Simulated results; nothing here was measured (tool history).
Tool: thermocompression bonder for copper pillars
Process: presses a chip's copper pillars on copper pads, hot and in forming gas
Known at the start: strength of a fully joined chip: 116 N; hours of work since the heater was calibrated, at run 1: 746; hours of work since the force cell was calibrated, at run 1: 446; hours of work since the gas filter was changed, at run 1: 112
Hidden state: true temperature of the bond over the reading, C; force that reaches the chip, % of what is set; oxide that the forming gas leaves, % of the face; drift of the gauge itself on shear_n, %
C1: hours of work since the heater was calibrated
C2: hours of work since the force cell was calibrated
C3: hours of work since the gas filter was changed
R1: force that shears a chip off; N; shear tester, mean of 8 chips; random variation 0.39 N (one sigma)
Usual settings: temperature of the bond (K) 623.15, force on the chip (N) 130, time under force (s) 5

{"run": 1, "hour": 0.0, "temperature of the bond (K)": 623.15, "force on the chip (N)": 130, "time under force (s)": 5, "C1": 746, "C2": 446, "C3": 112, "R1": 49.0}
{"run": 2, "hour": 48.6, "temperature of the bond (K)": 601.15, "force on the chip (N)": 130, "time under force (s)": 5, "C1": 774, "C2": 474, "C3": 139, "R1": 41.5}
{"run": 3, "hour": 114.9, "temperature of the bond (K)": 601.15, "force on the chip (N)": 130, "time under force (s)": 5, "C1": 812, "C2": 512, "C3": 177, "R1": 41.0}
{"run": 4, "hour": 194.1, "temperature of the bond (K)": 623.15, "force on the chip (N)": 130, "time under force (s)": 5, "C1": 857, "C2": 557, "C3": 222, "R1": 48.5}
{"run": 5, "hour": 256.1, "temperature of the bond (K)": 623.15, "force on the chip (N)": 130, "time under force (s)": 5, "C1": 892, "C2": 592, "C3": 257, "R1": 47.7}
{"hour": 286.3, "done": "heater calibrated with a thermocouple chip"}
{"hour": 325.3, "done": "forming gas filter changed"}
{"run": 6, "hour": 329.5, "temperature of the bond (K)": 623.15, "force on the chip (N)": 130, "time under force (s)": 5, "C1": 24, "C2": 632, "C3": 2, "R1": 53.7}
{"run": 7, "hour": 398.1, "temperature of the bond (K)": 623.15, "force on the chip (N)": 156, "time under force (s)": 5, "C1": 63, "C2": 671, "C3": 41, "R1": 59.7}
{"run": 8, "hour": 439.4, "temperature of the bond (K)": 623.15, "force on the chip (N)": 156, "time under force (s)": 5, "C1": 87, "C2": 694, "C3": 65, "R1": 59.1}
{"run": 9, "hour": 473.7, "temperature of the bond (K)": 623.15, "force on the chip (N)": 156, "time under force (s)": 3, "C1": 106, "C2": 714, "C3": 84, "R1": 49.5}
{"run": 10, "hour": 515.4, "temperature of the bond (K)": 623.15, "force on the chip (N)": 156, "time under force (s)": 3, "C1": 130, "C2": 738, "C3": 108, "R1": 48.4}
{"run": 11, "hour": 578.1, "temperature of the bond (K)": 623.15, "force on the chip (N)": 156, "time under force (s)": 3, "C1": 165, "C2": 773, "C3": 144, "R1": 48.6}
{"run": 12, "hour": 628.9, "temperature of the bond (K)": 623.15, "force on the chip (N)": 156, "time under force (s)": 3, "C1": 194, "C2": 802, "C3": 172, "R1": 48.5}
{"run": 13, "hour": 664.1, "temperature of the bond (K)": 623.15, "force on the chip (N)": 156, "time under force (s)": 3, "C1": 214, "C2": 822, "C3": 192, "R1": 47.7}
{"run": 14, "hour": 697.8, "temperature of the bond (K)": 623.15, "force on the chip (N)": 130, "time under force (s)": 5, "C1": 233, "C2": 841, "C3": 212, "R1": 50.1}
{"hour": 703.2, "done": "force cell calibrated"}
{"run": 15, "hour": 762.9, "temperature of the bond (K)": 606.15, "force on the chip (N)": 130, "time under force (s)": 5, "C1": 270, "C2": 34, "C3": 248, "R1": 44.1}
{"run": 16, "hour": 811.2, "temperature of the bond (K)": 606.15, "force on the chip (N)": 130, "time under force (s)": 5, "C1": 297, "C2": 61, "C3": 275, "R1": 42.9}

Run 17 comes next. What will it give?
{"hour": 840.1, "done": "forming gas filter changed"}
{"run": 17, "hour": 887.0, "temperature of the bond (K)": 596.15, "force on the chip (N)": 172, "time under force (s)": 4, "C1": 340, "C2": 104, "C3": 27, "R1": "?"}

Run 17 gave R1 47.2 N.
Without the tool's hidden state the same run would have given R1 47.4 N.
